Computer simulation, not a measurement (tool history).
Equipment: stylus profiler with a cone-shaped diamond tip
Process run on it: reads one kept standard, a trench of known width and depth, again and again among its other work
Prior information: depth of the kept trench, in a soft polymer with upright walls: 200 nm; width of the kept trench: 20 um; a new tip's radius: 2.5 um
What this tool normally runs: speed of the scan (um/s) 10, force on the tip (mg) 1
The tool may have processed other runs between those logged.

| run | hour | speed of the scan (um/s) | force on the tip (mg) | depth of the trench (Å) | width of the trench's floor (nm) |
|---|---|---|---|---|---|
| 1 | 0 | 10 | 1 | 2004.6 | 17680 |
| 2 | 25.9 | 10 | 1 | 2003.8 | 17700 |
| 3 | 57.4 | 10 | 1 | 2004.5 | 17730 |
| 4 | 76.5 | 10 | 2.48 | 2012.1 | 17740 |
| 5 | 104.1 | 10 | 2.48 | 2011.6 | 17740 |
| 6 | 136 | 10 | 2.48 | 2011.1 | 17740 |
| 7 | 163.9 | 10 | 0.65 | 2001.2 | 17650 |
| 8 | 197.1 | 10 | 1 | 2003.4 | 17700 |
| 9 | 211.9 | 10 | 1 | 2003.2 | 17650 |
| 10 | 230.1 | 10 | 1 | 2002.8 | 17670 |
| 11 | 257.9 | 10 | 1 | 2003.3 | 17660 |
| 12 | 285.6 | 10 | 0.62 | 2002.2 | 17640 |
| 13 | 304.5 | 10 | 0.62 | 2001.2 | 17590 |
| 14 | 325.9 | 10 | 0.62 | 2001.4 | 17610 |
| 15 | 350.4 | 10 | 0.62 | 2001.2 | 17580 |
| 16 | 371.2 | 7 | 0.5 | 2000.5 | 17580 |
| 17 | 402.3 | 4 | 0.96 | 2003.2 | 17690 |
| 18 | 436.3 | 4 | 0.96 | 2003.6 | 17660 |
| 19 | 451 | 2 | 2.32 | 2009.3 | 17700 |
| 20 | 467.1 | 2 | 2.32 | 2008.9 | 17720 |
| 21 | 502.4 | 5 | 1 | 2001.9 | 17640 |
| 22 | 517.6 | 2 | 0.81 | 2003.1 | 17620 |
| 23 | 547.4 | 5 | 0.81 | 2000.9 | 17640 |
| 24 | 570.6 | 40 | 2.82 | 2010.9 | 17470 |
| 25 | 589.1 | 40 | 2.82 | 2011.7 | 17500 |
| 26 | 618.1 | 9 | 1.28 | 2003 | 17620 |
| 27 | 635.8 | 9 | 0.42 | 1998.3 | 17570 |
| 28 | 659.4 | 11 | 2.05 | 2008.8 | 17570 |
| 29 | 687.6 | 31 | 0.44 | 1997.1 | 17240 |
| 30 | 717.9 | 2 | 0.49 | 1998.1 | 17590 |

Each row is a separate what-if for the run after 30, all from the same tool condition, not one after another. Results?
| A | 736.3 | 10 | 0.71 | ? | ? |
| B | 736.3 | 22 | 2.65 | ? | ? |
| C | 736.3 | 2 | 1.12 | ? | ? |

| run | depth of the trench (Å) | width of the trench's floor (nm) |
|---|---|---|
| A | 1999.7 | 17480 |
| B | 2008.9 | 17510 |
| C | 2002.2 | 17610 |
With the hidden condition removed and each run's random variation left untouched, the same runs would have given:
| run | depth of the trench (Å) | width of the trench's floor (nm) |
|---|---|---|
| A | 2007.5 | 17900 |
| B | 2016.7 | 17930 |
| C | 2010 | 18030 |

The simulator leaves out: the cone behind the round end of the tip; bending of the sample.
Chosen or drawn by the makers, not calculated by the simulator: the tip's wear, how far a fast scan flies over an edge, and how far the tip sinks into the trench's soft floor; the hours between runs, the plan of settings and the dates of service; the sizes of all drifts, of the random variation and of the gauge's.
